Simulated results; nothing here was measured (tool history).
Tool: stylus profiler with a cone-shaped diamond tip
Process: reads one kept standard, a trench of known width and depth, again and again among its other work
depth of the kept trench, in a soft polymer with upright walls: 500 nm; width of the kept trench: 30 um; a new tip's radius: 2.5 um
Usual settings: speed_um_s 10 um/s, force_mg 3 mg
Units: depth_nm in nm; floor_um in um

{"run": 1, "hour": 0.0, "speed_um_s": 10, "force_mg": 3, "depth_nm": 509.08, "floor_um": 26.22}
{"run": 2, "hour": 92.4, "speed_um_s": 23, "force_mg": 3, "depth_nm": 508.82, "floor_um": 26.14}
{"run": 3, "hour": 175.2, "speed_um_s": 23, "force_mg": 3, "depth_nm": 509.08, "floor_um": 26.13}
{"run": 4, "hour": 277.4, "speed_um_s": 23, "force_mg": 3, "depth_nm": 508.82, "floor_um": 26.1}
{"run": 5, "hour": 328.5, "speed_um_s": 7, "force_mg": 3, "depth_nm": 508.7, "floor_um": 26.21}
{"run": 6, "hour": 432.2, "speed_um_s": 10, "force_mg": 4.47, "depth_nm": 511.62, "floor_um": 26.06}
{"run": 7, "hour": 543.1, "speed_um_s": 10, "force_mg": 4.47, "depth_nm": 511.15, "floor_um": 26.13}
{"run": 8, "hour": 624.7, "speed_um_s": 10, "force_mg": 4.47, "depth_nm": 511.21, "floor_um": 26.07}
{"run": 9, "hour": 687.7, "speed_um_s": 10, "force_mg": 4.47, "depth_nm": 511.22, "floor_um": 26.02}
{"run": 10, "hour": 756.7, "speed_um_s": 10, "force_mg": 1.23, "depth_nm": 504.04, "floor_um": 26.08}
{"hour": 764.9, "done": "height scale calibrated on a step standard"}
{"run": 11, "hour": 866.8, "speed_um_s": 10, "force_mg": 1.23, "depth_nm": 503.51, "floor_um": 26.03}
{"run": 12, "hour": 947.7, "speed_um_s": 10, "force_mg": 1.23, "depth_nm": 503.58, "floor_um": 26.03}
{"run": 13, "hour": 996.5, "speed_um_s": 10, "force_mg": 1.23, "depth_nm": 503.62, "floor_um": 26}
{"run": 14, "hour": 1054.5, "speed_um_s": 10, "force_mg": 1.89, "depth_nm": 505.04, "floor_um": 25.97}
{"run": 15, "hour": 1170.7, "speed_um_s": 9, "force_mg": 7.62, "depth_nm": 515.42, "floor_um": 26.05}
{"hour": 1190.4, "done": "height scale calibrated on a step standard, once more"}
{"run": 16, "hour": 1266.2, "speed_um_s": 9, "force_mg": 1.36, "depth_nm": 505.51, "floor_um": 25.97}
{"run": 17, "hour": 1318.4, "speed_um_s": 9, "force_mg": 1.36, "depth_nm": 505.37, "floor_um": 25.97}
{"run": 18, "hour": 1405.0, "speed_um_s": 16, "force_mg": 2.45, "depth_nm": 508.01, "floor_um": 26.01}
{"hour": 1416.8, "done": "new tip fitted, height scale calibrated"}
{"run": 19, "hour": 1492.7, "speed_um_s": 16, "force_mg": 7.3, "depth_nm": 516.82, "floor_um": 26.83}
{"run": 20, "hour": 1564.4, "speed_um_s": 37, "force_mg": 1.44, "depth_nm": 505.45, "floor_um": 26.7}
{"run": 21, "hour": 1651.6, "speed_um_s": 2, "force_mg": 2.62, "depth_nm": 508.41, "floor_um": 26.89}
{"run": 22, "hour": 1731.1, "speed_um_s": 13, "force_mg": 2.62, "depth_nm": 508.44, "floor_um": 26.87}
{"run": 23, "hour": 1804.6, "speed_um_s": 13, "force_mg": 2.62, "depth_nm": 508.1, "floor_um": 26.78}
{"run": 24, "hour": 1914.3, "speed_um_s": 16, "force_mg": 3.32, "depth_nm": 509.31, "floor_um": 26.79}
{"run": 25, "hour": 2009.6, "speed_um_s": 6, "force_mg": 8.34, "depth_nm": 517.76, "floor_um": 26.79}
{"run": 26, "hour": 2060.7, "speed_um_s": 32, "force_mg": 5.37, "depth_nm": 513.27, "floor_um": 26.7}
{"run": 27, "hour": 2155.7, "speed_um_s": 25, "force_mg": 5.61, "depth_nm": 513.38, "floor_um": 26.67}

Some steps in depth_nm between neighbouring runs. How much of each would the tool show without its hidden state too (settings, what came in, random variation), and how much is left for the hidden state, with any gauge scatter that isn't in both results?
The hidden state here: radius of the tip, um; height scale over the true one, %; drift of the gauge itself on depth_nm, %; drift of the gauge itself on floor_um, %.
Run 10 -> 11: height scale calibrated on a step standard. depth_nm -0.53 nm: hidden state -0.35, all else -0.18.
Run 14 -> 15: speed_um_s 10 -> 9, force_mg 1.89 -> 7.62. depth_nm +10.38 nm: hidden state -0.19, all else +10.57.
Run 15 -> 16: force_mg 7.62 -> 1.36, height scale calibrated on a step standard, once more. depth_nm -9.91 nm: hidden state +1.78, all else -11.69.
Run 19 -> 20: speed_um_s 16 -> 37, force_mg 7.3 -> 1.44. depth_nm -11.37 nm: hidden state -0.08, all else -11.29.
